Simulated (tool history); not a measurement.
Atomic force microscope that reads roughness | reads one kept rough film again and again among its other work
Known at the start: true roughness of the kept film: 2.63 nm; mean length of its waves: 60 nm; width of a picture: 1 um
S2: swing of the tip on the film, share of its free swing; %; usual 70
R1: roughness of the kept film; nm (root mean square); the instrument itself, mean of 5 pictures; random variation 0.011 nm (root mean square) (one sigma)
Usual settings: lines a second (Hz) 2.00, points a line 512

run 1 hour=0.0 | lines_a_second_(Hz)=2.00 S2=70 points_a_line=512 | R1=2.449
run 2 hour=8.5 | lines_a_second_(Hz)=2.00 S2=70 points_a_line=364 | R1=2.455
run 3 hour=20.7 | lines_a_second_(Hz)=2.00 S2=70 points_a_line=364 | R1=2.434
run 4 hour=28.7 | lines_a_second_(Hz)=2.00 S2=61 points_a_line=512 | R1=2.495
run 5 hour=37.2 | lines_a_second_(Hz)=2.00 S2=61 points_a_line=512 | R1=2.487
run 6 hour=49.2 | lines_a_second_(Hz)=2.00 S2=61 points_a_line=512 | R1=2.493
run 7 hour=57.6 | lines_a_second_(Hz)=2.00 S2=70 points_a_line=512 | R1=2.472
run 8 hour=63.4 | lines_a_second_(Hz)=2.00 S2=70 points_a_line=512 | R1=2.476
run 9 hour=71.7 | lines_a_second_(Hz)=2.00 S2=70 points_a_line=512 | R1=2.446
-- hour=73.0 new tip fitted
run 10 hour=80.9 | lines_a_second_(Hz)=2.00 S2=70 points_a_line=512 | R1=2.441
run 11 hour=86.0 | lines_a_second_(Hz)=2.00 S2=70 points_a_line=512 | R1=2.466
run 12 hour=91.0 | lines_a_second_(Hz)=2.00 S2=70 points_a_line=512 | R1=2.458
run 13 hour=102.8 | lines_a_second_(Hz)=3.51 S2=75 points_a_line=512 | R1=2.339
run 14 hour=111.1 | lines_a_second_(Hz)=3.51 S2=90 points_a_line=298 | R1=2.122
run 15 hour=122.1 | lines_a_second_(Hz)=2.40 S2=70 points_a_line=1014 | R1=2.437
run 16 hour=129.6 | lines_a_second_(Hz)=0.74 S2=56 points_a_line=982 | R1=2.549
run 17 hour=141.0 | lines_a_second_(Hz)=2.00 S2=70 points_a_line=968 | R1=2.448
run 18 hour=152.6 | lines_a_second_(Hz)=1.32 S2=66 points_a_line=485 | R1=2.510
run 19 hour=160.8 | lines_a_second_(Hz)=1.32 S2=66 points_a_line=485 | R1=2.500
run 20 hour=171.7 | lines_a_second_(Hz)=1.06 S2=70 points_a_line=994 | R1=2.520
run 21 hour=183.0 | lines_a_second_(Hz)=1.21 S2=70 points_a_line=589 | R1=2.491

Forecast each of these 3 alternatives for the next run:
run A hour=192.3 | lines_a_second_(Hz)=0.66 S2=67 points_a_line=650 | R1=?
run B hour=192.3 | lines_a_second_(Hz)=1.39 S2=70 points_a_line=652 | R1=?
run C hour=192.3 | lines_a_second_(Hz)=2.18 S2=67 points_a_line=589 | R1=?

run=A R1=2.506
run=B R1=2.487
run=C R1=2.468
Without the tool's hidden state the same runs would have given:
run=A R1=2.509
run=B R1=2.490
run=C R1=2.470
